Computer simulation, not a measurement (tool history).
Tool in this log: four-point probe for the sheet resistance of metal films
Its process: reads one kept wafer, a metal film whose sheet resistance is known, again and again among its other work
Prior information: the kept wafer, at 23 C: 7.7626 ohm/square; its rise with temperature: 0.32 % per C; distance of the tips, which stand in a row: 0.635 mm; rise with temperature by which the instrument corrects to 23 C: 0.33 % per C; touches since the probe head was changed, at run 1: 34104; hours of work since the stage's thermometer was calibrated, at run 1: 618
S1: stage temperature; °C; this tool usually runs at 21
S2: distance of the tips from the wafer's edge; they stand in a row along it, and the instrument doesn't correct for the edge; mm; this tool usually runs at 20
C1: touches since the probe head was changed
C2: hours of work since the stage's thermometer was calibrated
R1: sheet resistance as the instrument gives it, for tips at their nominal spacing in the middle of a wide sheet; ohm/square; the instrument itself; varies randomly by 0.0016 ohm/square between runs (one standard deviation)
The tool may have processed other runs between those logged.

{"run": 1, "day": 0.0, "S1": 21, "S2": 20, "C1": 34104, "C2": 618, "R1": 7.770557}
{"run": 2, "day": 0.867, "S1": 21, "S2": 20, "C1": 34818, "C2": 631, "R1": 7.768432}
{"run": 3, "day": 1.812, "S1": 21, "S2": 20, "C1": 35594, "C2": 645, "R1": 7.770566}
{"run": 4, "day": 2.546, "S1": 21, "S2": 20, "C1": 36199, "C2": 656, "R1": 7.767145}
{"run": 5, "day": 3.379, "S1": 27, "S2": 20, "C1": 36883, "C2": 669, "R1": 7.766578}
{"run": 6, "day": 4.217, "S1": 21, "S2": 20, "C1": 37573, "C2": 681, "R1": 7.766608}
{"run": 7, "day": 5.275, "S1": 21, "S2": 20, "C1": 38442, "C2": 697, "R1": 7.769214}
{"run": 8, "day": 6.033, "S1": 21, "S2": 20, "C1": 39066, "C2": 708, "R1": 7.768222}
{"run": 9, "day": 7.254, "S1": 21, "S2": 20, "C1": 40069, "C2": 726, "R1": 7.767196}
{"run": 10, "day": 8.338, "S1": 21, "S2": 20, "C1": 40959, "C2": 742, "R1": 7.767465}
{"run": 11, "day": 9.008, "S1": 21, "S2": 20, "C1": 41512, "C2": 752, "R1": 7.770354}
{"run": 12, "day": 10.104, "S1": 22, "S2": 20, "C1": 42412, "C2": 769, "R1": 7.764013}
{"run": 13, "day": 11.054, "S1": 21, "S2": 20, "C1": 43193, "C2": 783, "R1": 7.767819}
{"run": 14, "day": 12.138, "S1": 21, "S2": 20, "C1": 44084, "C2": 799, "R1": 7.767725}
{"run": 15, "day": 12.708, "S1": 21, "S2": 20, "C1": 44553, "C2": 808, "R1": 7.769724}
{"run": 16, "day": 13.704, "S1": 28, "S2": 20, "C1": 45373, "C2": 822, "R1": 7.767502}
{"run": 17, "day": 14.358, "S1": 28, "S2": 20, "C1": 45912, "C2": 832, "R1": 7.764919}
{"run": 18, "day": 15.488, "S1": 21, "S2": 20, "C1": 46839, "C2": 849, "R1": 7.76836}
{"run": 19, "day": 16.212, "S1": 21, "S2": 20, "C1": 47434, "C2": 860, "R1": 7.768984}
{"run": 20, "day": 17.2, "S1": 21, "S2": 20, "C1": 48245, "C2": 875, "R1": 7.767327}
{"run": 21, "day": 17.979, "S1": 24, "S2": 6, "C1": 48887, "C2": 886, "R1": 7.806818}
{"run": 22, "day": 18.612, "S1": 18, "S2": 47, "C1": 49407, "C2": 896, "R1": 7.768492}
{"run": 23, "day": 19.521, "S1": 18, "S2": 47, "C1": 50153, "C2": 909, "R1": 7.769084}
{"run": 24, "day": 20.404, "S1": 22, "S2": 45, "C1": 50883, "C2": 922, "R1": 7.765256}
{"run": 25, "day": 21.55, "S1": 34, "S2": 7, "C1": 51821, "C2": 939, "R1": 7.789138}
{"run": 26, "day": 22.312, "S1": 34, "S2": 7, "C1": 52451, "C2": 951, "R1": 7.790788}
{"run": 27, "day": 23.258, "S1": 34, "S2": 7, "C1": 53227, "C2": 965, "R1": 7.791643}
{"run": 28, "day": 24.196, "S1": 34, "S2": 7, "C1": 53998, "C2": 979, "R1": 7.788886}
{"run": 29, "day": 24.879, "S1": 34, "S2": 7, "C1": 54560, "C2": 989, "R1": 7.791135}
{"run": 30, "day": 26.175, "S1": 30, "S2": 16, "C1": 55625, "C2": 1008, "R1": 7.760535}
{"run": 31, "day": 27.3, "S1": 32, "S2": 8, "C1": 56551, "C2": 1025, "R1": 7.783211}
{"run": 32, "day": 28.383, "S1": 29, "S2": 9, "C1": 57441, "C2": 1041, "R1": 7.780335}
{"run": 33, "day": 29.508, "S1": 25, "S2": 3, "C1": 58367, "C2": 1058, "R1": 7.944829}
{"run": 34, "day": 30.642, "S1": 25, "S2": 6, "C1": 59300, "C2": 1075, "R1": 7.809972}
{"run": 35, "day": 31.346, "S1": 25, "S2": 6, "C1": 59879, "C2": 1085, "R1": 7.809024}
{"run": 36, "day": 32.475, "S1": 26, "S2": 4, "C1": 60806, "C2": 1102, "R1": 7.866381}
{"run": 37, "day": 33.429, "S1": 21, "S2": 5, "C1": 61590, "C2": 1116, "R1": 7.831984}
{"run": 38, "day": 34.454, "S1": 21, "S2": 5, "C1": 62434, "C2": 1132, "R1": 7.831395}
{"run": 39, "day": 35.288, "S1": 20, "S2": 26, "C1": 63118, "C2": 1144, "R1": 7.768452}
{"run": 40, "day": 35.971, "S1": 20, "S2": 22, "C1": 63680, "C2": 1154, "R1": 7.768262}

5 ways to go on from here, each from the tool as it stands after run 40. What would each give?
{"run": "A", "day": 36.579, "S1": 27, "S2": 22, "C1": 64182, "C2": 1163, "R1": "?"}
{"run": "B", "day": 36.579, "S1": 19, "S2": 22, "C1": 64182, "C2": 1163, "R1": "?"}
{"run": "C", "day": 36.579, "S1": 20, "S2": 8, "C1": 64182, "C2": 1163, "R1": "?"}
{"run": "D", "day": 36.579, "S1": 30, "S2": 20, "C1": 64182, "C2": 1163, "R1": "?"}
{"run": "E", "day": 36.579, "S1": 24, "S2": 3, "C1": 64182, "C2": 1163, "R1": "?"}

run=A R1=7.762789
run=B R1=7.770199
run=C R1=7.791527
run=D R1=7.761861
run=E R1=7.944809
What these runs would have given with no unlogged condition in the tool:
run=A R1=7.762610
run=B R1=7.770018
run=C R1=7.791346
run=D R1=7.761682
run=E R1=7.944626

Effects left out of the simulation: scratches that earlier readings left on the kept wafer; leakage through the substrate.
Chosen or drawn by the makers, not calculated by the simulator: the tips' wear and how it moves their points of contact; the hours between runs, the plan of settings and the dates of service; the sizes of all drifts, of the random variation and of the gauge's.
